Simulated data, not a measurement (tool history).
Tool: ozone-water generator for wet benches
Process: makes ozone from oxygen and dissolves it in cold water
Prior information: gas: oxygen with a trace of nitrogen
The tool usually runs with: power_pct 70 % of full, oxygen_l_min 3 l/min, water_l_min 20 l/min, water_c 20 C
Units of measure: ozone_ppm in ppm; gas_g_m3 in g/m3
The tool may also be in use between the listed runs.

| run | hour | power_pct | oxygen_l_min | water_l_min | water_c | ozone_ppm | gas_g_m3 |
|---|---|---|---|---|---|---|---|
| 1 | 0.0 | 70 | 3 | 20 | 20 | 15.4 | 259.1 |
| 2 | 72.1 | 70 | 3 | 20 | 20 | 15.3 | 256.8 |
| 3 | 161.7 | 70 | 3 | 20 | 20 | 15.4 | 258.6 |
| 4 | 205.3 | 70 | 3 | 20 | 20 | 15.4 | 260.5 |
| 5 | 261.9 | 70 | 3 | 20 | 20 | 15.3 | 259.9 |
| 6 | 351.5 | 70 | 3 | 14 | 20 | 22.5 | 255.5 |
| 7 | 418.1 | 70 | 3 | 20 | 13 | 16.6 | 256.0 |
| 8 | 496.3 | 70 | 3 | 20 | 13 | 16.3 | 257.1 |
| 9 | 541.6 | 70 | 3 | 20 | 13 | 16.6 | 256.7 |
| 10 | 638.6 | 70 | 3 | 20 | 13 | 16.4 | 257.8 |
| 11 | 709.8 | 70 | 3 | 20 | 13 | 16.3 | 256.3 |

What will run 12 give?
| 12 | 761.0 | 70 | 3 | 20 | 13 | ? | ? |

Run 12 measured ozone_ppm 16.5 ppm, gas_g_m3 256.1 g/m3.
Minus the tool's unlogged condition, the same run would have read ozone_ppm 16.5 ppm, gas_g_m3 256.4 g/m3.

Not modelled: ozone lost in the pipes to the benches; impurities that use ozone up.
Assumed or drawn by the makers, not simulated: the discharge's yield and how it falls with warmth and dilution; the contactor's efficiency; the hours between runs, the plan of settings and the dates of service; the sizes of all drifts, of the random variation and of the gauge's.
